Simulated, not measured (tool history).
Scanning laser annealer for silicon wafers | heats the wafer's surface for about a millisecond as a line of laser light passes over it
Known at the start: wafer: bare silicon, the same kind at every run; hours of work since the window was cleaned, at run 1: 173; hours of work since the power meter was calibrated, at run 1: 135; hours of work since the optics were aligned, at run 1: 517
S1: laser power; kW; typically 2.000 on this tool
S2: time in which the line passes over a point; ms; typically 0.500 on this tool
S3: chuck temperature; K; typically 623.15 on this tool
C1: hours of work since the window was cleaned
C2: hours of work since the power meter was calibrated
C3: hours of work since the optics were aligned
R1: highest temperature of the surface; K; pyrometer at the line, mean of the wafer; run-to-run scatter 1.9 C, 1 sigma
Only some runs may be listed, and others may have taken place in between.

run 1 hour=0.0 | S1=2.000 S2=0.500 S3=623.15 | C1=173 C2=135 C3=517 | R1=1343.15
run 2 hour=63.7 | S1=2.000 S2=0.406 S3=623.15 | C1=199 C2=161 C3=543 | R1=1265.15
run 3 hour=95.6 | S1=2.000 S2=0.406 S3=623.15 | C1=212 C2=174 C3=556 | R1=1266.15
run 4 hour=156.1 | S1=2.000 S2=0.406 S3=623.15 | C1=237 C2=199 C3=581 | R1=1260.15
run 5 hour=203.2 | S1=2.000 S2=0.500 S3=623.15 | C1=256 C2=218 C3=600 | R1=1343.15
run 6 hour=237.5 | S1=2.000 S2=0.570 S3=623.15 | C1=270 C2=232 C3=614 | R1=1396.15
run 7 hour=266.9 | S1=2.000 S2=0.570 S3=623.15 | C1=282 C2=244 C3=626 | R1=1397.15
run 8 hour=333.5 | S1=2.000 S2=0.500 S3=624.15 | C1=310 C2=272 C3=654 | R1=1341.15
run 9 hour=371.5 | S1=1.845 S2=0.500 S3=623.15 | C1=325 C2=287 C3=669 | R1=1277.15
run 10 hour=423.9 | S1=1.845 S2=0.500 S3=623.15 | C1=347 C2=309 C3=691 | R1=1277.15
run 11 hour=492.3 | S1=1.845 S2=0.500 S3=623.15 | C1=375 C2=337 C3=719 | R1=1280.15
run 12 hour=542.9 | S1=1.845 S2=0.500 S3=623.15 | C1=395 C2=357 C3=739 | R1=1276.15
run 13 hour=590.9 | S1=1.845 S2=0.500 S3=623.15 | C1=415 C2=377 C3=759 | R1=1274.15
run 14 hour=634.5 | S1=2.089 S2=0.547 S3=623.15 | C1=433 C2=395 C3=777 | R1=1406.15
run 15 hour=677.5 | S1=2.089 S2=0.547 S3=623.15 | C1=451 C2=412 C3=794 | R1=1403.15
run 16 hour=719.9 | S1=1.884 S2=0.547 S3=627.15 | C1=468 C2=430 C3=812 | R1=1323.15
run 17 hour=785.6 | S1=1.722 S2=0.351 S3=643.15 | C1=495 C2=457 C3=839 | R1=1132.15
run 18 hour=830.9 | S1=1.722 S2=0.351 S3=643.15 | C1=513 C2=475 C3=857 | R1=1132.15
run 19 hour=888.8 | S1=1.736 S2=0.401 S3=658.15 | C1=537 C2=499 C3=881 | R1=1189.15
run 20 hour=933.0 | S1=1.736 S2=0.401 S3=658.15 | C1=555 C2=517 C3=899 | R1=1188.15
run 21 hour=974.2 | S1=1.736 S2=0.401 S3=658.15 | C1=572 C2=534 C3=916 | R1=1189.15
run 22 hour=1022.2 | S1=2.107 S2=0.499 S3=592.15 | C1=592 C2=554 C3=936 | R1=1335.15
run 23 hour=1068.4 | S1=2.000 S2=0.533 S3=644.15 | C1=611 C2=572 C3=954 | R1=1370.15
run 24 hour=1129.3 | S1=2.128 S2=0.500 S3=627.15 | C1=636 C2=597 C3=979 | R1=1377.15
run 25 hour=1164.5 | S1=2.128 S2=0.500 S3=627.15 | C1=650 C2=612 C3=994 | R1=1376.15
run 26 hour=1219.7 | S1=2.000 S2=0.500 S3=658.15 | C1=673 C2=634 C3=1016 | R1=1359.15

What if the next run were any one of these 5? Each begins from the tool's condition after run 26:
run A hour=1248.6 | S1=2.192 S2=0.441 S3=618.15 | C1=684 C2=646 C3=1028 | R1=?
run B hour=1248.6 | S1=2.194 S2=0.500 S3=631.15 | C1=684 C2=646 C3=1028 | R1=?
run C hour=1248.6 | S1=1.857 S2=0.500 S3=658.15 | C1=684 C2=646 C3=1028 | R1=?
run D hour=1248.6 | S1=2.136 S2=0.500 S3=658.15 | C1=684 C2=646 C3=1028 | R1=?
run E hour=1248.6 | S1=2.079 S2=0.578 S3=660.15 | C1=684 C2=646 C3=1028 | R1=?

run=A R1=1336.15
run=B R1=1409.15
run=C R1=1301.15
run=D R1=1408.15
run=E R1=1452.15
Without the tool's unlogged condition, the same runs would have read:
run=A R1=1375.15
run=B R1=1451.15
run=C R1=1336.15
run=D R1=1449.15
run=E R1=1495.15

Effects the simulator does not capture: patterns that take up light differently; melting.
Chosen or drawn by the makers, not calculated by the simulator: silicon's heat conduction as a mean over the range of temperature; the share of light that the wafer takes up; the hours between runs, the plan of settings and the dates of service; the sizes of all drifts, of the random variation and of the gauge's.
